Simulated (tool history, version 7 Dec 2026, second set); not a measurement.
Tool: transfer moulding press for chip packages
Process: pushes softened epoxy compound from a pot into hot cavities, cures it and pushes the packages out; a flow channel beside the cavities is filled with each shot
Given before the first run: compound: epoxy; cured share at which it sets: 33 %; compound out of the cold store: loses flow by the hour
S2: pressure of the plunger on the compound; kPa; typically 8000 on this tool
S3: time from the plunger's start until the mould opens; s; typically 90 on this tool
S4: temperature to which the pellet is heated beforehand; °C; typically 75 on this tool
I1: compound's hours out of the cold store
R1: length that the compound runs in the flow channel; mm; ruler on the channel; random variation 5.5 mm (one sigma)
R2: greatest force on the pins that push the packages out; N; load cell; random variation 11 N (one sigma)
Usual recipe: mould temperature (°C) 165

{"run": 1, "hour": 0.0, "mould temperature (°C)": 165, "S2": 8000, "S3": 90, "S4": 75, "I1": 28.7, "R1": 797, "R2": 940}
{"hour": 8.9, "done": "cavities cleaned with cleaning compound and waxed"}
{"hour": 51.7, "done": "cavities cleaned with cleaning compound and waxed"}
{"run": 2, "hour": 51.7, "mould temperature (°C)": 165, "S2": 9820, "S3": 90, "S4": 75, "I1": 38.3, "R1": 828, "R2": 576}
{"hour": 92.9, "done": "cavities cleaned with cleaning compound and waxed"}
{"run": 3, "hour": 93.5, "mould temperature (°C)": 165, "S2": 9820, "S3": 90, "S4": 75, "I1": 32.2, "R1": 838, "R2": 599}
{"hour": 136.3, "done": "cavities cleaned with cleaning compound and waxed"}
{"hour": 175.7, "done": "cavities cleaned with cleaning compound and waxed"}
{"run": 4, "hour": 175.7, "mould temperature (°C)": 165, "S2": 8000, "S3": 90, "S4": 72, "I1": 47.4, "R1": 689, "R2": 611}
{"hour": 216.0, "done": "cavities cleaned with cleaning compound and waxed"}
{"run": 5, "hour": 252.5, "mould temperature (°C)": 161, "S2": 8000, "S3": 90, "S4": 72, "I1": 15.6, "R1": 793, "R2": 1308}
{"hour": 259.1, "done": "cavities cleaned with cleaning compound and waxed"}
{"hour": 301.6, "done": "cavities cleaned with cleaning compound and waxed"}
{"run": 6, "hour": 301.6, "mould temperature (°C)": 170, "S2": 8000, "S3": 90, "S4": 75, "I1": 38.7, "R1": 681, "R2": 440}
{"hour": 348.4, "done": "cavities cleaned with cleaning compound and waxed"}
{"hour": 359.6, "done": "plunger's sealing rings changed"}
{"run": 7, "hour": 381.7, "mould temperature (°C)": 170, "S2": 8000, "S3": 90, "S4": 75, "I1": 17.9, "R1": 833, "R2": 691}
{"hour": 395.1, "done": "cavities cleaned with cleaning compound and waxed"}
{"hour": 437.8, "done": "cavities cleaned with cleaning compound and waxed"}
{"run": 8, "hour": 447.2, "mould temperature (°C)": 165, "S2": 8000, "S3": 90, "S4": 75, "I1": 41.1, "R1": 745, "R2": 722}
{"hour": 480.2, "done": "cavities cleaned with cleaning compound and waxed"}
{"hour": 525.3, "done": "cavities cleaned with cleaning compound and waxed"}
{"run": 9, "hour": 540.1, "mould temperature (°C)": 165, "S2": 8000, "S3": 90, "S4": 75, "I1": 21.0, "R1": 798, "R2": 840}
{"hour": 555.1, "done": "mould's thermocouples calibrated"}
{"hour": 572.3, "done": "cavities cleaned with cleaning compound and waxed"}
{"hour": 612.1, "done": "cavities cleaned with cleaning compound and waxed"}
{"run": 10, "hour": 629.5, "mould temperature (°C)": 165, "S2": 8000, "S3": 89, "S4": 75, "I1": 36.5, "R1": 716, "R2": 750}
{"hour": 653.8, "done": "cavities cleaned with cleaning compound and waxed"}
{"hour": 695.5, "done": "cavities cleaned with cleaning compound and waxed"}
{"run": 11, "hour": 715.0, "mould temperature (°C)": 165, "S2": 7160, "S3": 89, "S4": 75, "I1": 31.7, "R1": 671, "R2": 778}
{"hour": 740.3, "done": "cavities cleaned with cleaning compound and waxed"}
{"hour": 770.4, "done": "plunger's sealing rings changed"}
{"hour": 786.0, "done": "cavities cleaned with cleaning compound and waxed"}
{"run": 12, "hour": 786.0, "mould temperature (°C)": 163, "S2": 8000, "S3": 90, "S4": 75, "I1": 25.8, "R1": 820, "R2": 648}
{"hour": 825.2, "done": "cavities cleaned with cleaning compound and waxed"}
{"run": 13, "hour": 844.1, "mould temperature (°C)": 165, "S2": 8000, "S3": 82, "S4": 70, "I1": 9.9, "R1": 862, "R2": 1024}
{"hour": 864.4, "done": "cavities cleaned with cleaning compound and waxed"}
{"hour": 908.5, "done": "cavities cleaned with cleaning compound and waxed"}
{"run": 14, "hour": 936.1, "mould temperature (°C)": 165, "S2": 8000, "S3": 82, "S4": 75, "I1": 33.4, "R1": 745, "R2": 967}
{"hour": 949.1, "done": "cavities cleaned with cleaning compound and waxed"}
{"hour": 993.4, "done": "cavities cleaned with cleaning compound and waxed"}
{"run": 15, "hour": 1011.9, "mould temperature (°C)": 165, "S2": 6800, "S3": 90, "S4": 75, "I1": 33.7, "R1": 663, "R2": 759}
{"hour": 1033.6, "done": "cavities cleaned with cleaning compound and waxed"}
{"hour": 1072.7, "done": "cavities cleaned with cleaning compound and waxed"}
{"run": 16, "hour": 1072.7, "mould temperature (°C)": 165, "S2": 6800, "S3": 102, "S4": 82, "I1": 20.0, "R1": 705, "R2": 450}
{"hour": 1119.5, "done": "cavities cleaned with cleaning compound and waxed"}
{"hour": 1159.3, "done": "cavities cleaned with cleaning compound and waxed"}
{"run": 17, "hour": 1159.3, "mould temperature (°C)": 168, "S2": 8000, "S3": 81, "S4": 70, "I1": 11.1, "R1": 761, "R2": 666}
{"hour": 1179.7, "done": "plunger's sealing rings changed"}
{"hour": 1201.3, "done": "cavities cleaned with cleaning compound and waxed"}
{"run": 18, "hour": 1208.4, "mould temperature (°C)": 165, "S2": 6940, "S3": 107, "S4": 74, "I1": 20.1, "R1": 772, "R2": 500}
{"hour": 1244.0, "done": "cavities cleaned with cleaning compound and waxed"}
{"hour": 1283.5, "done": "cavities cleaned with cleaning compound and waxed"}
{"run": 19, "hour": 1286.3, "mould temperature (°C)": 165, "S2": 9180, "S3": 90, "S4": 72, "I1": 14.4, "R1": 891, "R2": 684}
{"hour": 1325.5, "done": "cavities cleaned with cleaning compound and waxed"}
{"run": 20, "hour": 1362.4, "mould temperature (°C)": 162, "S2": 8120, "S3": 71, "S4": 71, "I1": 14.7, "R1": 838, "R2": 1986}
{"hour": 1369.9, "done": "cavities cleaned with cleaning compound and waxed"}
{"hour": 1412.9, "done": "cavities cleaned with cleaning compound and waxed"}
{"run": 21, "hour": 1415.5, "mould temperature (°C)": 165, "S2": 8000, "S3": 109, "S4": 68, "I1": 28.6, "R1": 751, "R2": 466}
{"hour": 1456.2, "done": "cavities cleaned with cleaning compound and waxed"}
{"hour": 1499.7, "done": "cavities cleaned with cleaning compound and waxed"}
{"run": 22, "hour": 1507.1, "mould temperature (°C)": 165, "S2": 8000, "S3": 109, "S4": 68, "I1": 17.5, "R1": 754, "R2": 497}
{"hour": 1545.5, "done": "cavities cleaned with cleaning compound and waxed"}
{"run": 23, "hour": 1568.9, "mould temperature (°C)": 166, "S2": 8000, "S3": 90, "S4": 83, "I1": 35.4, "R1": 682, "R2": 759}
{"hour": 1588.7, "done": "plunger's sealing rings changed"}
{"hour": 1590.2, "done": "cavities cleaned with cleaning compound and waxed"}
{"hour": 1633.5, "done": "cavities cleaned with cleaning compound and waxed"}
{"run": 24, "hour": 1642.7, "mould temperature (°C)": 170, "S2": 7700, "S3": 124, "S4": 83, "I1": 15.7, "R1": 814, "R2": 426}

Consider 3 possible next runs. They are alternatives, not a sequence: every one starts from the tool as it was left by run 24. What does each give?
{"hour": 1677.5, "done": "cavities cleaned with cleaning compound and waxed"}
{"run": "A", "hour": 1702.7, "mould temperature (°C)": 165, "S2": 6070, "S3": 116, "S4": 80, "I1": 17.6, "R1": "?", "R2": "?"}
{"hour": 1677.5, "done": "cavities cleaned with cleaning compound and waxed"}
{"run": "B", "hour": 1702.7, "mould temperature (°C)": 162, "S2": 7820, "S3": 122, "S4": 83, "I1": 21.6, "R1": "?", "R2": "?"}
{"hour": 1677.5, "done": "cavities cleaned with cleaning compound and waxed"}
{"run": "C", "hour": 1702.7, "mould temperature (°C)": 165, "S2": 8000, "S3": 77, "S4": 75, "I1": 27.4, "R1": "?", "R2": "?"}

run=A R1=718 R2=574
run=B R1=804 R2=588
run=C R1=782 R2=1273
Without the tool's unlogged condition, the same runs would have read:
run=A R1=738 R2=378
run=B R1=825 R2=382
run=C R1=803 R2=785

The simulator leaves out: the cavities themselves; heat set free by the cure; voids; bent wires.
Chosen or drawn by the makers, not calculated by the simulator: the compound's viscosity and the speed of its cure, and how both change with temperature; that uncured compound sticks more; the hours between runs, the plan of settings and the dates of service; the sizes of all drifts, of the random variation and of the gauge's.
